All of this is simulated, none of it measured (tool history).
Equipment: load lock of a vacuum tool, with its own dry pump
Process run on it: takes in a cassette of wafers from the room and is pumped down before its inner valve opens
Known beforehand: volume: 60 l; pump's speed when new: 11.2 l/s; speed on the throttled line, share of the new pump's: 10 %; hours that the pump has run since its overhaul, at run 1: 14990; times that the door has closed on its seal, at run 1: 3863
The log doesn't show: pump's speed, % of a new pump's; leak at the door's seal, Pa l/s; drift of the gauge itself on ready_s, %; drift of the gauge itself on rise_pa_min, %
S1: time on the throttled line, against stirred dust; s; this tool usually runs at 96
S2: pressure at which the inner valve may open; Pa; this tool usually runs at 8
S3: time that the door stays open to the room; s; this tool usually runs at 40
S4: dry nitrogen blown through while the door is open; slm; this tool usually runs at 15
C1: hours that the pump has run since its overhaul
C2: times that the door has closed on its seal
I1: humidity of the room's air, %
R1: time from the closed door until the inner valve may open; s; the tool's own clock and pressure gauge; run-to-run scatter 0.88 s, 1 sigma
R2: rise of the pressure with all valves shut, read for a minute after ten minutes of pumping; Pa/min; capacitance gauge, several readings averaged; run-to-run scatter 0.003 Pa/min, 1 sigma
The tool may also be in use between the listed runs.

run      day   S1  S2   S3  S4     C1     C2    I1     R1     R2
  1    0.000   96   8   40  15  14990   3863  44.9  143.5  0.024
  2   13.967   96   8   40  15  15325   4531  43.4  144.2  0.026
  3   27.308   96   8  127  15  15646   5169  46.4  143.3  0.033
  4   44.479   96   8  127  15  16058   5989  43.4  144.7  0.036
  5   53.221   96   8  127  15  16267   6407  44.1  144.7  0.034
  6   64.792   96   8  127  15  16545   6960  43.0  145.0  0.038
  7   72.971   96   8   90  15  16741   7351  46.7  144.5  0.040
  8   91.396   96   8   90  15  17184   8232  46.2  144.7  0.046
  9  105.288   96   8   90  15  17517   8896  45.2  145.1  0.042
 10  113.796   96   8   90  15  17721   9302  43.8  144.3  0.050
 11  127.183   96   8   90  15  18042   9942  44.8  144.8  0.053
 12  141.721   96   8   90  15  18391  10637  45.2  147.0  0.059
 13  154.625   96   8   90  15  18701  11254  46.9  147.5  0.056
 14  166.917   81   8   90  15  18996  11841  43.6  133.4  0.069
 15  174.954   81   8   90  15  19189  12225  44.5  133.6  0.063
 16  192.758   81   8   90  15  19616  13076  40.2  133.3  0.063
 17  210.121   96   9   40  15  20033  13906  41.5  145.7  0.066
 18  218.704   62   9  113  15  20239  14316  46.3  116.6  0.078
 19  231.708   96  12   86  15  20551  14938  44.7  144.3  0.083
 20  243.196   91   8  129   5  20827  15487  43.2  143.8  0.098
 21  260.542   91   8  129   5  21243  16316  45.1  142.9  0.105
 22  278.433  188  13  105  11  21672  17171  43.5  221.3  0.095
 23  291.421   62  11  229  15  21984  17792  45.2  116.4  0.101
 24  303.167  171   8   71  15  22266  18353  43.2  213.8  0.100
 25  315.804  171   8   71   6  22569  18957  43.2  213.2  0.119
 26  330.504   97   8   40  15  22922  19660  44.4  148.7  0.110
     340.904  -- dry pump taken out, an overhauled one fitted
 27  344.196   97   8   40  15     79  20303  47.5  136.7  0.111
 28  354.233  131   8  149  28    320  20782  43.9  168.9  0.118
 29  364.117   96   9   40  42    557  21255  45.0  136.3  0.116

Forecast each of these 3 alternatives for the next run:
  A  376.238   96   9  40  23  848  21834  44.7   ?   ?
  B  376.238  158   9  69  42  848  21834  47.8   ?   ?
  C  376.238   83   8  40  15  848  21834  46.8   ?   ?

run     R1     R2
  A  135.9  0.123
  B  190.6  0.128
  C  125.8  0.126
Without the tool's hidden state the same runs would have given:
run     R1     R2
  A  135.9  0.011
  B  190.5  0.015
  C  125.8  0.012
